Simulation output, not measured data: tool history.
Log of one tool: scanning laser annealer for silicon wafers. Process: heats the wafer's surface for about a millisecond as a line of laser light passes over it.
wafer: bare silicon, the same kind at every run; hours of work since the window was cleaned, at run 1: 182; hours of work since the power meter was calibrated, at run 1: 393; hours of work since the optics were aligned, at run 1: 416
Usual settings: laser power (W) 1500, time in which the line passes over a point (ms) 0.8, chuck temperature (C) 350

run,hour,laser power (W),time in which the line passes over a point (ms),chuck temperature (C),hours of work since the window was cleaned,hours of work since the power meter was calibrated,hours of work since the optics were aligned,highest temperature of the surface (C)
1,0,1500,0.8,350,182,393,416,1092
2,16.8,1500,0.8,350,194,404,427,1092
3,43.6,1500,0.8,350,213,423,446,1097
4,60.8,1500,0.8,350,225,435,458,1095
5,74.8,1500,0.8,350,234,445,468,1087
6,102.6,1500,0.8,370,254,464,487,1109
7,122.4,1500,0.8,383,268,478,501,1126
8,134,1500,0.8,383,276,486,509,1127
9,158.5,1500,0.8,350,293,503,526,1094
10,184.8,1500,0.8,350,311,522,545,1091
11,203.6,1500,0.8,350,324,535,558,1096
12,231.2,1500,0.8,350,344,554,577,1090
13,247.8,1500,0.8,350,355,566,589,1094
14,271.9,1500,0.8,350,372,582,605,1091
15,291.8,1500,0.8,350,386,596,619,1093
16,314.4,1500,0.8,350,402,612,635,1094
17,342.2,1500,0.8,350,421,632,654,1091
18,354.6,1500,0.8,350,430,640,663,1089
19,381.4,1500,0.8,350,449,659,682,1096
20,396.2,1500,0.8,350,459,669,692,1091
21,422,1500,0.8,350,477,687,710,1091
22,448.8,1500,0.8,350,496,706,729,1090
23,464.8,1500,0.72,325,507,717,740,1032
24,486.6,1500,0.72,325,522,732,755,1029
25,499.9,1500,0.72,325,531,742,765,1030
26,513.5,1458,0.584,315,541,751,774,930
27,538.1,1458,0.584,315,558,768,791,932
28,557.4,1464,0.7,371,571,782,805,1045
29,574.8,1527,0.8,350,584,794,817,1104
30,599.5,1527,0.951,321,601,811,834,1144
31,614.9,1454,0.574,340,612,822,845,950
32,628.1,1500,0.959,378,621,831,854,1187
33,650.1,1331,0.9,368,636,847,869,1051
34,675.6,1500,0.8,320,654,864,887,1059
35,692.1,1542,0.8,350,665,876,899,1116
36,707.6,1546,0.77,374,676,887,910,1131
37,729.9,1312,0.77,343,692,902,925,959
38,747.9,1312,0.77,343,704,915,938,965
# hour 752.4: window over the wafer cleaned
39,777.4,1312,0.77,343,17,934,957,963
40,790.4,1526,0.8,348,27,943,966,1107
41,817.7,1462,0.8,348,46,962,985,1068

4 ways to go on from here, each from the tool as it stands after run 41. What would each give?
A,838.3,1500,0.651,382,60,977,999,?
B,838.3,1336,0.958,348,60,977,999,?
C,838.3,1571,0.58,387,60,977,999,?
D,838.3,1642,0.8,348,60,977,999,?

run,highest temperature of the surface (C)
A,1054
B,1050
C,1061
D,1172
Without the tool's hidden state the same runs would have given:
run,highest temperature of the surface (C)
A,1054
B,1051
C,1062
D,1173
